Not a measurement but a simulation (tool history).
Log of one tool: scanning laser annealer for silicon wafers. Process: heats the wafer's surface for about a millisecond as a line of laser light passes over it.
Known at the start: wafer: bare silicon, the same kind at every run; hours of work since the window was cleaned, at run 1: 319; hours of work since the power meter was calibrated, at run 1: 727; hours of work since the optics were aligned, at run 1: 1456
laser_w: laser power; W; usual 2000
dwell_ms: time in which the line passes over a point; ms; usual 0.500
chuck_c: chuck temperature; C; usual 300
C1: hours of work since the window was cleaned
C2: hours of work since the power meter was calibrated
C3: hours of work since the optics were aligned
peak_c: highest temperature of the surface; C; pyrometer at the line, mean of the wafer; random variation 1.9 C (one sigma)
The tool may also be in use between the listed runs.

Run 1, hour 0.0: usual settings; C1 319; C2 727; C3 1456. Result: peak_c 1090 C.
Run 2, hour 25.9: usual settings; C1 338; C2 746; C3 1475. Result: peak_c 1088 C.
At hour 40.4: optics aligned, line set to its width.
Run 3, hour 56.5: usual settings; C1 357; C2 765; C3 12. Result: peak_c 1106 C.
Run 4, hour 76.8: usual settings; C1 372; C2 780; C3 27. Result: peak_c 1103 C.
Run 5, hour 96.4: usual settings; C1 386; C2 794; C3 41. Result: peak_c 1101 C.
Run 6, hour 114.0: usual settings; C1 399; C2 807; C3 54. Result: peak_c 1102 C.
Run 7, hour 140.1: usual settings; C1 418; C2 826; C3 73. Result: peak_c 1101 C.
Run 8, hour 165.8: usual settings; C1 437; C2 845; C3 92. Result: peak_c 1097 C.
Run 9, hour 190.2: usual settings; C1 455; C2 863; C3 110. Result: peak_c 1099 C.
Run 10, hour 210.2: usual settings; C1 469; C2 878; C3 124. Result: peak_c 1096 C.
Run 11, hour 238.5: usual settings but laser_w 2108 W; C1 490; C2 898; C3 145. Result: peak_c 1150 C.
Run 12, hour 250.5: usual settings; C1 499; C2 907; C3 154. Result: peak_c 1094 C.
Run 13, hour 264.9: usual settings; C1 509; C2 918; C3 164. Result: peak_c 1094 C.
Run 14, hour 291.8: usual settings; C1 529; C2 937; C3 184. Result: peak_c 1092 C.
Run 15, hour 305.2: usual settings; C1 539; C2 947; C3 194. Result: peak_c 1092 C.
Run 16, hour 322.3: usual settings; C1 551; C2 960; C3 207. Result: peak_c 1092 C.
Run 17, hour 345.7: usual settings but chuck_c 315 C; C1 569; C2 977; C3 224. Result: peak_c 1105 C.
Run 18, hour 365.0: usual settings but chuck_c 315 C; C1 583; C2 991; C3 238. Result: peak_c 1106 C.
Run 19, hour 394.6: usual settings but chuck_c 315 C; C1 604; C2 1013; C3 259. Result: peak_c 1099 C.
Run 20, hour 411.3: usual settings but chuck_c 315 C; C1 617; C2 1025; C3 272. Result: peak_c 1101 C.
Run 21, hour 436.3: usual settings but chuck_c 291 C; C1 635; C2 1043; C3 290. Result: peak_c 1075 C.
Run 22, hour 457.9: usual settings but laser_w 1816 W, dwell_ms 0.361 ms, chuck_c 325 C; C1 651; C2 1059; C3 306. Result: peak_c 922 C.
Run 23, hour 481.4: usual settings but laser_w 2054 W, dwell_ms 0.361 ms, chuck_c 325 C; C1 668; C2 1076; C3 323. Result: peak_c 1022 C.
Run 24, hour 500.3: usual settings but laser_w 2054 W, dwell_ms 0.361 ms, chuck_c 325 C; C1 682; C2 1090; C3 337. Result: peak_c 1020 C.
Run 25, hour 523.7: usual settings but chuck_c 283 C; C1 699; C2 1107; C3 354. Result: peak_c 1062 C.
Run 26, hour 544.3: usual settings but laser_w 2070 W, dwell_ms 0.516 ms, chuck_c 296 C; C1 714; C2 1122; C3 369. Result: peak_c 1116 C.
Run 27, hour 563.6: usual settings but laser_w 2041 W; C1 728; C2 1137; C3 383. Result: peak_c 1098 C.
Run 28, hour 592.4: usual settings but laser_w 1759 W, dwell_ms 0.440 ms, chuck_c 330 C; C1 749; C2 1158; C3 404. Result: peak_c 950 C.
Run 29, hour 609.0: usual settings but laser_w 1898 W, chuck_c 316 C; C1 761; C2 1170; C3 417. Result: peak_c 1039 C.
Run 30, hour 628.8: usual settings but dwell_ms 0.571 ms; C1 776; C2 1184; C3 431. Result: peak_c 1125 C.
Run 31, hour 654.2: usual settings but dwell_ms 0.571 ms; C1 795; C2 1203; C3 450. Result: peak_c 1123 C.
Run 32, hour 672.0: usual settings but laser_w 1759 W, dwell_ms 0.378 ms, chuck_c 268 C; C1 808; C2 1216; C3 463. Result: peak_c 847 C.
At hour 688.3: window over the wafer cleaned.
Run 33, hour 702.1: usual settings but laser_w 1759 W, dwell_ms 0.445 ms, chuck_c 319 C; C1 10; C2 1237; C3 483. Result: peak_c 983 C.
Run 34, hour 714.7: usual settings but laser_w 1759 W, dwell_ms 0.445 ms, chuck_c 319 C; C1 19; C2 1246; C3 493. Result: peak_c 984 C.
Run 35, hour 732.9: usual settings but laser_w 1759 W, dwell_ms 0.445 ms, chuck_c 319 C; C1 33; C2 1259; C3 506. Result: peak_c 985 C.
Run 36, hour 756.9: usual settings but laser_w 1851 W, chuck_c 276 C; C1 50; C2 1277; C3 523. Result: peak_c 1025 C.
Run 37, hour 782.3: usual settings but laser_w 2117 W, chuck_c 309 C; C1 69; C2 1295; C3 542. Result: peak_c 1195 C.
Run 38, hour 801.5: usual settings but laser_w 2117 W, chuck_c 309 C; C1 83; C2 1309; C3 556. Result: peak_c 1191 C.
Run 39, hour 814.4: usual settings but laser_w 1982 W, dwell_ms 0.352 ms, chuck_c 287 C; C1 92; C2 1319; C3 566. Result: peak_c 980 C.
Run 40, hour 832.1: usual settings but laser_w 1982 W, dwell_ms 0.352 ms, chuck_c 287 C; C1 105; C2 1332; C3 579. Result: peak_c 979 C.

5 ways to go on from here, each from the tool as it stands after run 40. What would each give?
Run A, hour 850.6: usual settings but laser_w 2140 W; C1 119; C2 1345; C3 592. Result: peak_c ?.
Run B, hour 850.6: usual settings but laser_w 1785 W, dwell_ms 0.479 ms, chuck_c 311 C; C1 119; C2 1345; C3 592. Result: peak_c ?.
Run C, hour 850.6: usual settings but chuck_c 285 C; C1 119; C2 1345; C3 592. Result: peak_c ?.
Run D, hour 850.6: usual settings but laser_w 1774 W, dwell_ms 0.352 ms, chuck_c 287 C; C1 119; C2 1345; C3 592. Result: peak_c ?.
Run E, hour 850.6: usual settings but laser_w 1998 W, dwell_ms 0.384 ms, chuck_c 304 C; C1 119; C2 1345; C3 592. Result: peak_c ?.

run  peak_c
  A    1192
  B    1007
  C    1104
  D     887
  E    1034
Without the tool's hidden state the same runs would have given:
run  peak_c
  A    1198
  B    1011
  C    1109
  D     891
  E    1039
